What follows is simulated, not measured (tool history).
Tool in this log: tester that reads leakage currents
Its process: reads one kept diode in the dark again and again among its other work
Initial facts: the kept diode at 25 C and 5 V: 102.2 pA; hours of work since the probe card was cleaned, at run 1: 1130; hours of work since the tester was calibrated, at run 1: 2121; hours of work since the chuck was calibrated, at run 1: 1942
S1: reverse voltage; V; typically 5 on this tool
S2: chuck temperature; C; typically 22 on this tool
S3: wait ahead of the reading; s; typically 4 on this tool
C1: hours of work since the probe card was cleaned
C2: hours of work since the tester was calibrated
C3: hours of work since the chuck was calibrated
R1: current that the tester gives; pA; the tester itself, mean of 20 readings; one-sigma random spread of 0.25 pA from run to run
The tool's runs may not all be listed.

run	hour	S1	S2	S3	C1	C2	C3	R1
1	0	5	22	4	1130	2121	1942	95.24
2	82.4	10.44	22	4	1172	2163	1983	127.49
# hour 168.2: chuck's temperature calibrated
3	172.6	5	22	4	1216	2208	2	89.86
4	268.5	5	22	4	1265	2256	51	89.96
5	317.6	17.24	22	4	1290	2281	76	150.64
6	419.1	5	22	4	1341	2333	127	90.69
7	497.2	5	22	4	1381	2372	167	90.83
8	600.4	5	22	4	1433	2425	219	91.22
9	666	5	22	4	1467	2458	252	91.69
10	732.8	5	22	4	1500	2492	286	91.88
11	786.2	5	22	4	1527	2519	313	92.85
12	878.4	5	22	4	1574	2566	360	92.82
13	960.7	5	22	4	1616	2607	402	93.37
14	1028	5	22	4	1650	2642	436	93.26
# hour 1073.3: probe card cleaned and baked
15	1106.1	5	22	4	17	2680	474	83.27
16	1212.5	5	23	4	71	2734	528	91.33
17	1271.4	5	23	4	100	2763	558	91.53
18	1353	5	23	4	142	2805	599	92.44
19	1436.3	5	23	4	184	2847	641	92.29
20	1507.4	5.63	23	4	220	2883	678	96.77
21	1609.5	5	49	3.43	272	2935	729	660.59
22	1692.7	5	49	3.43	314	2977	771	661.79
23	1801.5	5	22	1.83	369	3032	827	88.03
24	1850.3	1.1	21	0.65	394	3057	851	49.28
25	1901.7	1.1	36	0.34	420	3083	877	160.69
26	1997.1	4.9	22	4	468	3131	926	87.24
27	2044	1.19	22	4	492	3155	950	54.69
28	2093.4	5	22	4	517	3180	975	88.48
29	2163.2	5	22	4	553	3216	1010	88.5

Expected results for the next run?
30	2230.2	5	22	4	587	3250	1044	?

Run 30 produced R1 89.07 pA.
The same run, on a tool lacking any hidden state, would have yielded R1 80.18 pA.
